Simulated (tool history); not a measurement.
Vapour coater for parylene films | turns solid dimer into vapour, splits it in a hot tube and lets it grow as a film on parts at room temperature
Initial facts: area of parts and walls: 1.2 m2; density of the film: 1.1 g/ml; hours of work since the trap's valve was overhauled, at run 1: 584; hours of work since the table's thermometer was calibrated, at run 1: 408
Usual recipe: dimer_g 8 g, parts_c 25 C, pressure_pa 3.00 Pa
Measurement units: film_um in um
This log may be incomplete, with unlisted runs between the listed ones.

run,day,dimer_g,parts_c,pressure_pa,hours of work since the trap's valve was overhauled,hours of work since the table's thermometer was calibrated,film_um
1,0.000,8,25,3.00,584,408,4.33
# day 0.379: trap's valve overhauled
2,0.958,8,25,3.00,12,424,4.53
3,1.412,8,25,3.48,21,433,4.38
4,1.838,8,28,3.00,30,442,4.02
5,2.425,9,25,3.00,42,454,5.07
6,2.767,9,25,3.00,49,461,5.09
7,3.279,8,25,3.26,60,472,4.42
8,3.767,8,25,6.00,70,482,3.78
9,4.358,8,25,6.00,82,494,3.80
10,4.708,11,34,2.59,89,501,4.62
11,5.238,11,34,2.59,100,512,4.63
12,5.812,11,34,2.59,112,524,4.61
13,6.483,11,34,2.59,126,538,4.62
14,7.050,4,18,6.67,138,550,2.40
15,7.854,4,18,6.67,154,566,2.39
16,8.621,4,18,6.67,170,582,2.40
17,9.346,3,36,2.64,185,597,1.15

5 ways to go on from here, each from the tool as it stands after run 17. What would each give?
A,9.754,4,36,2.64,193,606,?
B,9.754,3,19,2.64,193,606,?
C,9.754,8,19,7.86,193,606,?
D,9.754,5,36,5.97,193,606,?
E,9.754,8,18,3.00,193,606,?

run,film_um
A,1.56
B,2.16
C,4.45
D,1.58
E,5.82
With the hidden condition removed and each run's random variation left untouched, the same runs would have given:
run,film_um
A,1.56
B,2.16
C,4.45
D,1.58
E,5.82
